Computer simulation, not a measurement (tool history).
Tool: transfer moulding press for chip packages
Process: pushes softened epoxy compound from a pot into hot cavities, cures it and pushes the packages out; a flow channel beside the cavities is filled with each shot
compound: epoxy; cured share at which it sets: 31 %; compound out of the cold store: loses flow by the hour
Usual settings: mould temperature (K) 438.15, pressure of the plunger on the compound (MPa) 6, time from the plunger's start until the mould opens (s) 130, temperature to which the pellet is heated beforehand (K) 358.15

| run | hour | mould temperature (K) | pressure of the plunger on the compound (MPa) | time from the plunger's start until the mould opens (s) | temperature to which the pellet is heated beforehand (K) | incoming compound's hours out of the cold store | length that the compound runs in the flow channel (mm) | greatest force on the pins that push the packages out (N) |
|---|---|---|---|---|---|---|---|---|
| 1 | 0 | 438.15 | 6 | 130 | 358.15 | 25.7 | 716 | 463 |
| 2 | 6.8 | 438.15 | 6 | 130 | 358.15 | 39.6 | 673 | 484 |
| 3 | 14.4 | 438.15 | 6 | 130 | 358.15 | 40.9 | 664 | 511 |
| 4 | 23.4 | 438.15 | 6 | 130 | 358.15 | 33.4 | 701 | 528 |
| 5 | 28.6 | 438.15 | 6 | 130 | 354.15 | 35.7 | 689 | 517 |
| 6 | 38.3 | 438.15 | 5.23 | 130 | 349.15 | 37 | 635 | 545 |
| 7 | 45 | 438.15 | 5.23 | 130 | 349.15 | 31.8 | 651 | 556 |
| 8 | 50.4 | 438.15 | 5.23 | 130 | 349.15 | 42.6 | 626 | 577 |
| 9 | 54.5 | 438.15 | 5.71 | 146 | 352.15 | 25.3 | 697 | 554 |
|  | 60.8 | plunger's sealing rings changed |
| 10 | 62.3 | 432.15 | 6 | 130 | 358.15 | 46.7 | 691 | 693 |

Forecast each of these 4 alternatives for the next run:
|  | 64.3 | cavities cleaned with cleaning compound and waxed |
| A | 71.6 | 435.15 | 6.86 | 130 | 361.15 | 35.3 | ? | ? |
|  | 64.3 | cavities cleaned with cleaning compound and waxed |
| B | 71.6 | 438.15 | 5.52 | 146 | 358.15 | 13.2 | ? | ? |
|  | 64.3 | cavities cleaned with cleaning compound and waxed |
| C | 71.6 | 433.15 | 7.37 | 130 | 364.15 | 25.3 | ? | ? |
|  | 64.3 | cavities cleaned with cleaning compound and waxed |
| D | 71.6 | 432.15 | 6 | 142 | 358.15 | 44.1 | ? | ? |

| run | length that the compound runs in the flow channel (mm) | greatest force on the pins that push the packages out (N) |
|---|---|---|
| A | 774 | 357 |
| B | 758 | 325 |
| C | 843 | 384 |
| D | 704 | 358 |
Without the tool's hidden state the same runs would have given:
| run | length that the compound runs in the flow channel (mm) | greatest force on the pins that push the packages out (N) |
|---|---|---|
| A | 777 | 299 |
| B | 762 | 270 |
| C | 847 | 324 |
| D | 708 | 300 |
